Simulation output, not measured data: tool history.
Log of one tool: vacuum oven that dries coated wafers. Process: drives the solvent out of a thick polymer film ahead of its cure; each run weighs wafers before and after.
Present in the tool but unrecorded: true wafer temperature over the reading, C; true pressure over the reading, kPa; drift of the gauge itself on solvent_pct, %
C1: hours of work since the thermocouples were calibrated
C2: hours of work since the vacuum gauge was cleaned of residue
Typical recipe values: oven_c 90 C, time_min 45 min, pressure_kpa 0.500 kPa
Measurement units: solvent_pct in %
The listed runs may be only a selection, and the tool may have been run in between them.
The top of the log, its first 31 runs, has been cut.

{"run": 32, "day": 58.067, "oven_c": 104, "time_min": 61, "pressure_kpa": 0.527, "C1": 433, "C2": 199, "solvent_pct": 0.42}
{"run": 33, "day": 59.538, "oven_c": 104, "time_min": 61, "pressure_kpa": 0.527, "C1": 461, "C2": 226, "solvent_pct": 0.48}
{"run": 34, "day": 61.829, "oven_c": 87, "time_min": 60, "pressure_kpa": 0.5, "C1": 503, "C2": 268, "solvent_pct": 4.16}
{"run": 35, "day": 63.683, "oven_c": 93, "time_min": 60, "pressure_kpa": 0.599, "C1": 537, "C2": 302, "solvent_pct": 2.27}
{"run": 36, "day": 65.354, "oven_c": 93, "time_min": 60, "pressure_kpa": 0.599, "C1": 568, "C2": 333, "solvent_pct": 2.2}
{"run": 37, "day": 67.746, "oven_c": 87, "time_min": 36, "pressure_kpa": 1.613, "C1": 612, "C2": 378, "solvent_pct": 7.8}
{"run": 38, "day": 68.821, "oven_c": 92, "time_min": 67, "pressure_kpa": 1.613, "C1": 632, "C2": 397, "solvent_pct": 2.42}
{"run": 39, "day": 70.708, "oven_c": 90, "time_min": 45, "pressure_kpa": 0.329, "C1": 667, "C2": 432, "solvent_pct": 4.65}
{"run": 40, "day": 72.571, "oven_c": 90, "time_min": 45, "pressure_kpa": 0.528, "C1": 702, "C2": 467, "solvent_pct": 4.64}
{"run": 41, "day": 74.954, "oven_c": 90, "time_min": 45, "pressure_kpa": 0.528, "C1": 746, "C2": 511, "solvent_pct": 4.59}
{"run": 42, "day": 76.004, "oven_c": 90, "time_min": 45, "pressure_kpa": 0.528, "C1": 765, "C2": 530, "solvent_pct": 4.59}
{"run": 43, "day": 78.188, "oven_c": 90, "time_min": 45, "pressure_kpa": 0.528, "C1": 805, "C2": 571, "solvent_pct": 4.55}
{"run": 44, "day": 80.688, "oven_c": 90, "time_min": 45, "pressure_kpa": 0.528, "C1": 852, "C2": 617, "solvent_pct": 4.6}
{"run": 45, "day": 82.608, "oven_c": 90, "time_min": 54, "pressure_kpa": 0.31, "C1": 887, "C2": 653, "solvent_pct": 3.4}
{"run": 46, "day": 85.204, "oven_c": 90, "time_min": 54, "pressure_kpa": 0.31, "C1": 935, "C2": 701, "solvent_pct": 3.43}
{"run": 47, "day": 87.271, "oven_c": 90, "time_min": 54, "pressure_kpa": 0.31, "C1": 973, "C2": 739, "solvent_pct": 3.35}

Below are 4 alternative next runs, each starting from the tool's condition after run 47. Predict each:
{"run": "A", "day": 89.342, "oven_c": 90, "time_min": 54, "pressure_kpa": 0.4, "C1": 1012, "C2": 777, "solvent_pct": "?"}
{"run": "B", "day": 89.342, "oven_c": 85, "time_min": 42, "pressure_kpa": 0.31, "C1": 1012, "C2": 777, "solvent_pct": "?"}
{"run": "C", "day": 89.342, "oven_c": 90, "time_min": 33, "pressure_kpa": 1.838, "C1": 1012, "C2": 777, "solvent_pct": "?"}
{"run": "D", "day": 89.342, "oven_c": 84, "time_min": 54, "pressure_kpa": 0.31, "C1": 1012, "C2": 777, "solvent_pct": "?"}

run=A solvent_pct=3.42
run=B solvent_pct=6.86
run=C solvent_pct=6.89
run=D solvent_pct=5.74
The same runs, with their run-to-run variation unchanged, on a tool lacking any hidden condition would have given:
run=A solvent_pct=3.98
run=B solvent_pct=7.54
run=C solvent_pct=7.58
run=D solvent_pct=6.41
